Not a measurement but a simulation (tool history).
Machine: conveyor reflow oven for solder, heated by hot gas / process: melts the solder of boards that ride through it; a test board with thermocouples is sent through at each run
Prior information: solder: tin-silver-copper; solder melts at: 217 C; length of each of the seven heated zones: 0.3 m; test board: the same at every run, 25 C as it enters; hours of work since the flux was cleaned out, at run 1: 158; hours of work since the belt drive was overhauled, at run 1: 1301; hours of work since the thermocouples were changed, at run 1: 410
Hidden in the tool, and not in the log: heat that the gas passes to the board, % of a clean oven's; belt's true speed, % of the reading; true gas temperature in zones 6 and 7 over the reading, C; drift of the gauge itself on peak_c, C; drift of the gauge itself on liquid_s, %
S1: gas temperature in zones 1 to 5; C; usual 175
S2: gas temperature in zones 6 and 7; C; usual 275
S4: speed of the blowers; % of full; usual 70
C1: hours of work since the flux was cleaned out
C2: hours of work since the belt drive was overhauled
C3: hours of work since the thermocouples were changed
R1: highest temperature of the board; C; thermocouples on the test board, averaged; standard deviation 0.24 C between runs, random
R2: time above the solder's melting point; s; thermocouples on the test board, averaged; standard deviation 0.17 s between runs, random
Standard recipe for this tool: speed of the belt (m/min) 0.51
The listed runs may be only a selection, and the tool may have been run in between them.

Run 1, hour 0: usual settings; C1 158; C2 1301; C3 410. Result: R1 261 C, R2 59.9 s.
Run 2, hour 37.2: usual settings; C1 174; C2 1317; C3 426. Result: R1 260.3 C, R2 59.5 s.
Run 3, hour 77.8: usual settings; C1 192; C2 1335; C3 444. Result: R1 260.6 C, R2 59.5 s.
Run 4, hour 127.7: usual settings; C1 214; C2 1357; C3 465. Result: R1 260.3 C, R2 59.8 s.
Run 5, hour 177.5: usual settings but S2 288 C; C1 235; C2 1378; C3 487. Result: R1 272.1 C, R2 64.7 s.
At hour 239.2: thermocouples of zones 6 and 7 changed.
Run 6, hour 246.4: usual settings but S2 288 C; C1 264; C2 1408; C3 3. Result: R1 272.4 C, R2 65.2 s.
At hour 276.9: flux residue cleaned out of gas plates and filters.
Run 7, hour 313.2: usual settings; C1 16; C2 1435; C3 30. Result: R1 262.4 C, R2 60.7 s.
Run 8, hour 381.6: usual settings; C1 46; C2 1464; C3 60. Result: R1 262 C, R2 60.6 s.
Run 9, hour 441: usual settings; C1 72; C2 1490; C3 86. Result: R1 261.6 C, R2 60.4 s.
Run 10, hour 478: usual settings but S1 176 C; C1 88; C2 1506; C3 102. Result: R1 261.5 C, R2 61.2 s.
Run 11, hour 544.5: usual settings but S1 176 C; C1 117; C2 1536; C3 131. Result: R1 261.5 C, R2 60.9 s.
Run 12, hour 603.8: usual settings but speed of the belt (m/min) 0.418; C1 143; C2 1561; C3 157. Result: R1 266.4 C, R2 77.8 s.
Run 13, hour 683.1: usual settings; C1 177; C2 1596; C3 192. Result: R1 261.2 C, R2 60.4 s.
Run 14, hour 717.2: usual settings but S2 268 C; C1 192; C2 1611; C3 206. Result: R1 254.8 C, R2 56.7 s.
Run 15, hour 761.1: usual settings; C1 211; C2 1630; C3 226. Result: R1 260.6 C, R2 59.8 s.
Run 16, hour 822.7: usual settings but S1 166 C; C1 238; C2 1657; C3 252. Result: R1 259.3 C, R2 56.4 s.
Run 17, hour 876.2: usual settings but speed of the belt (m/min) 0.553; C1 262; C2 1680; C3 276. Result: R1 257.9 C, R2 53.4 s.

Forecast run 18:
At hour 912.8: flux residue cleaned out of gas plates and filters.
Run 18, hour 931.1: usual settings but S1 171 C; C1 8; C2 1702; C3 298. Result: R1 ?, R2 ?.

R1: 261.2 C
R2: 59.2 s
Were there no unlogged condition in the tool, this run, its random variation unchanged, would have produced R1 260.9 C, R2 57.3 s.
